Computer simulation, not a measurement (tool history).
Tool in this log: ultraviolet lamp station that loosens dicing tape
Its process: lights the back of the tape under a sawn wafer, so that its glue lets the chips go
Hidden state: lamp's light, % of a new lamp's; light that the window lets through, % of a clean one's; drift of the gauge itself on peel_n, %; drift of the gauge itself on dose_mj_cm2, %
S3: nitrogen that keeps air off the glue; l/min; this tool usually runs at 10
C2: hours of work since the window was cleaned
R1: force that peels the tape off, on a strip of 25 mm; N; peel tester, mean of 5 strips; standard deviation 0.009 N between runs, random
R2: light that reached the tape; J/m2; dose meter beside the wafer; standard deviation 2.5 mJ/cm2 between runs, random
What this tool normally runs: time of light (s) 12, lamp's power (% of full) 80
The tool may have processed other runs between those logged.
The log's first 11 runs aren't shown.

Run 12, hour 87: usual settings but lamp's power (% of full) 98; hours of work of the lamp 307; C2 588. Result: R1 0.363 N, R2 3120 J/m2.
Run 13, hour 97.6: usual settings but lamp's power (% of full) 98; hours of work of the lamp 315; C2 597. Result: R1 0.349 N, R2 3070 J/m2.
Run 14, hour 107.6: usual settings but lamp's power (% of full) 98; hours of work of the lamp 323; C2 605. Result: R1 0.354 N, R2 3070 J/m2.
Run 15, hour 116.8: usual settings but lamp's power (% of full) 98; hours of work of the lamp 331; C2 612. Result: R1 0.355 N, R2 3080 J/m2.
Run 16, hour 121.9: usual settings but lamp's power (% of full) 98; hours of work of the lamp 335; C2 616. Result: R1 0.362 N, R2 3070 J/m2.
Run 17, hour 126.7: usual settings but lamp's power (% of full) 98, S3 20 l/min; hours of work of the lamp 338; C2 620. Result: R1 0.31 N, R2 2990 J/m2.
Run 18, hour 136.6: usual settings but lamp's power (% of full) 98, S3 20 l/min; hours of work of the lamp 346; C2 628. Result: R1 0.315 N, R2 2970 J/m2.
At hour 141.8: window cleaned of glue's vapour.
Run 19, hour 147.1: usual settings but time of light (s) 7; hours of work of the lamp 354; C2 4. Result: R1 1.419 N, R2 1400 J/m2.
Run 20, hour 156.2: usual settings; hours of work of the lamp 362; C2 11. Result: R1 0.571 N, R2 2370 J/m2.
Run 21, hour 163.7: usual settings but S3 5 l/min; hours of work of the lamp 367; C2 17. Result: R1 0.745 N, R2 2390 J/m2.
Run 22, hour 174: usual settings but time of light (s) 21, lamp's power (% of full) 66, S3 5 l/min; hours of work of the lamp 376; C2 26. Result: R1 0.364 N, R2 3400 J/m2.
Run 23, hour 179.2: usual settings but time of light (s) 21, lamp's power (% of full) 66, S3 5 l/min; hours of work of the lamp 380; C2 30. Result: R1 0.364 N, R2 3380 J/m2.
At hour 183.8: window cleaned of glue's vapour, once more.
Run 24, hour 185.8: usual settings but time of light (s) 21, lamp's power (% of full) 66, S3 5 l/min; hours of work of the lamp 385; C2 2. Result: R1 0.334 N, R2 3670 J/m2.
Run 25, hour 191.2: usual settings but time of light (s) 21, lamp's power (% of full) 66, S3 5 l/min; hours of work of the lamp 389; C2 6. Result: R1 0.321 N, R2 3650 J/m2.
Run 26, hour 202.7: usual settings but time of light (s) 21, lamp's power (% of full) 66, S3 5 l/min; hours of work of the lamp 398; C2 15. Result: R1 0.329 N, R2 3660 J/m2.
Run 27, hour 214.2: usual settings but time of light (s) 21, lamp's power (% of full) 66, S3 5 l/min; hours of work of the lamp 407; C2 24. Result: R1 0.333 N, R2 3660 J/m2.
Run 28, hour 219.7: usual settings but S3 12 l/min; hours of work of the lamp 412; C2 29. Result: R1 0.473 N, R2 2520 J/m2.

The next listed run, before its measurement:
Run 29, hour 231.1: usual settings but time of light (s) 14; hours of work of the lamp 421; C2 38. Result: R1 ?, R2 ?.

Run 29 yielded R1 0.383 N, R2 2970 J/m2.
Had the tool carried no hidden state, the very same run would have given R1 0.296 N, R2 3520 J/m2.
